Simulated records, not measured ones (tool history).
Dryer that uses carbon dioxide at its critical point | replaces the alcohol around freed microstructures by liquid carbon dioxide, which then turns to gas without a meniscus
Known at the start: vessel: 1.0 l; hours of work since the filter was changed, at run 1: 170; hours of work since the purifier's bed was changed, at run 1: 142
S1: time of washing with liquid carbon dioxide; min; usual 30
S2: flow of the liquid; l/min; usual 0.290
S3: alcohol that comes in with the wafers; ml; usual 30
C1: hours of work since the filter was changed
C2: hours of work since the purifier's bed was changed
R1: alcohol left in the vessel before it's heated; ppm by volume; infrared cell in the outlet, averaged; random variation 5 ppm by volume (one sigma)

Run 1, hour 0.0: usual settings; C1 170; C2 142. Result: R1 47 ppm by volume.
Run 2, hour 4.0: usual settings; C1 172; C2 144. Result: R1 54 ppm by volume.
Run 3, hour 11.9: usual settings but S3 43 ml; C1 175; C2 147. Result: R1 51 ppm by volume.
Run 4, hour 18.9: usual settings but S3 43 ml; C1 178; C2 150. Result: R1 55 ppm by volume.
Run 5, hour 27.4: usual settings but S3 28 ml; C1 182; C2 154. Result: R1 42 ppm by volume.
Run 6, hour 33.5: usual settings but S3 28 ml; C1 184; C2 156. Result: R1 52 ppm by volume.
Run 7, hour 41.4: usual settings; C1 188; C2 160. Result: R1 50 ppm by volume.
Run 8, hour 45.8: usual settings; C1 190; C2 162. Result: R1 54 ppm by volume.
Run 9, hour 51.6: usual settings; C1 192; C2 164. Result: R1 51 ppm by volume.
Run 10, hour 60.4: usual settings; C1 196; C2 168. Result: R1 59 ppm by volume.
Run 11, hour 65.8: usual settings; C1 198; C2 170. Result: R1 44 ppm by volume.
Run 12, hour 74.4: usual settings; C1 202; C2 174. Result: R1 52 ppm by volume.
Run 13, hour 82.4: usual settings; C1 205; C2 177. Result: R1 56 ppm by volume.
Run 14, hour 87.2: usual settings; C1 208; C2 179. Result: R1 56 ppm by volume.
Run 15, hour 96.2: usual settings; C1 211; C2 183. Result: R1 58 ppm by volume.
Run 16, hour 102.3: usual settings but S1 23 min, S2 0.176 l/min, S3 117 ml; C1 214; C2 186. Result: R1 3386 ppm by volume.
Run 17, hour 109.5: usual settings but S1 26 min, S2 0.385 l/min, S3 83 ml; C1 217; C2 189. Result: R1 60 ppm by volume.
Run 18, hour 116.2: usual settings but S1 26 min, S2 0.181 l/min, S3 109 ml; C1 220; C2 192. Result: R1 1817 ppm by volume.
Run 19, hour 122.8: usual settings but S1 37 min, S2 0.257 l/min, S3 109 ml; C1 223; C2 195. Result: R1 66 ppm by volume.
Run 20, hour 131.9: usual settings but S1 37 min, S2 0.257 l/min, S3 109 ml; C1 227; C2 199. Result: R1 77 ppm by volume.
Run 21, hour 138.5: usual settings but S1 37 min, S2 0.257 l/min, S3 109 ml; C1 230; C2 202. Result: R1 75 ppm by volume.
Run 22, hour 146.1: usual settings but S1 37 min, S2 0.257 l/min, S3 109 ml; C1 233; C2 205. Result: R1 78 ppm by volume.
Run 23, hour 150.2: usual settings but S1 23 min, S2 0.356 l/min, S3 20 ml; C1 235; C2 207. Result: R1 69 ppm by volume.
Run 24, hour 156.9: usual settings but S1 23 min, S2 0.269 l/min, S3 20 ml; C1 238; C2 209. Result: R1 125 ppm by volume.
Run 25, hour 161.3: usual settings but S1 23 min, S2 0.269 l/min, S3 20 ml; C1 239; C2 211. Result: R1 136 ppm by volume.

Forecast each of these 3 alternatives for the next run:
Run A, hour 168.8: usual settings but S1 25 min, S2 0.243 l/min, S3 31 ml; C1 243; C2 215. Result: R1 ?.
Run B, hour 168.8: usual settings but S3 47 ml; C1 243; C2 215. Result: R1 ?.
Run C, hour 168.8: usual settings but S1 37 min, S2 0.269 l/min, S3 64 ml; C1 243; C2 215. Result: R1 ?.

run   R1
  A  187
  B   71
  C   64
Without the tool's hidden state the same runs would have given:
run   R1
  A  106
  B   20
  C   14
